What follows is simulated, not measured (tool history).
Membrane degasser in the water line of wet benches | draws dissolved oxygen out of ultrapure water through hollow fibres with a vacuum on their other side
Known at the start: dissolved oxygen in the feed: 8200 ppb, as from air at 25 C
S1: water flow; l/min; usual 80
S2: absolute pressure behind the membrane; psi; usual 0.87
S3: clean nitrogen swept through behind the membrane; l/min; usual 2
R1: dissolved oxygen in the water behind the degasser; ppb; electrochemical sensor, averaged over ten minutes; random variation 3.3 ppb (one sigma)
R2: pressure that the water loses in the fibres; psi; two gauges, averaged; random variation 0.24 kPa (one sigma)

run    hour   S1     S2    S3      R1      R2
  1       0   80   0.87     2   385.8   8.905
  2    77.1   80   0.87     2   378.2   8.907
  3     159  112   0.87     2   636.2  12.523
  4     202   80   0.87     2   383.1   8.979
  5   289.4   80   0.87     2   376.5   8.959
  6   359.4   80   0.87     2   377.5   8.946
  7     440   80  1.208     2   553.8   8.981
  8   510.7   80  1.208     2   554.9   9.018
  9   602.5   80  1.208     2   555.3    9.03
 10   674.3   80  1.208     2   547.9   8.972
 11   726.1   80  1.208     2   555.5   8.968
 12   808.1   65  0.595  5.22   115.4   7.284
      815.1  -- vacuum gauge calibrated
 13   849.8   65  0.595  5.22   116.4   7.326
 14   914.5   71  1.719  0.86  1196.1   7.993
 15   998.7   54   0.87     2   216.1   6.083
     1029.1  -- vacuum gauge calibrated, once more
 16  1087.6   59   0.87  1.38   291.8    6.62
 17  1146.2   72  0.757  3.12   217.6   8.051
 18  1207.7   60   0.87  2.81   192.1   6.679
 19  1252.1   60  0.612  2.81   113.2   6.763
 20  1341.3   60  0.612  2.81   113.3   6.738
 21    1422   94  1.008  5.16   390.1  10.611

Forecast each of these 5 alternatives for the next run:
  A  1464.4  94  0.582  5.16   ?   ?
  B  1464.4  53  0.524  1.51   ?   ?
  C  1464.4  88  0.972  2.77   ?   ?
  D  1464.4  51  0.944  5.24   ?   ?
  E  1464.4  94  1.008   1.6   ?   ?

run     R1      R2
  A  276.9  10.585
  B   70.4   5.984
  C    419   9.918
  D  112.2   5.777
  E    608  10.566
Without the tool's hidden state the same runs would have given:
run     R1      R2
  A  266.2  10.464
  B   66.4   5.916
  C  409.4   9.805
  D  109.1   5.712
  E  597.3  10.446
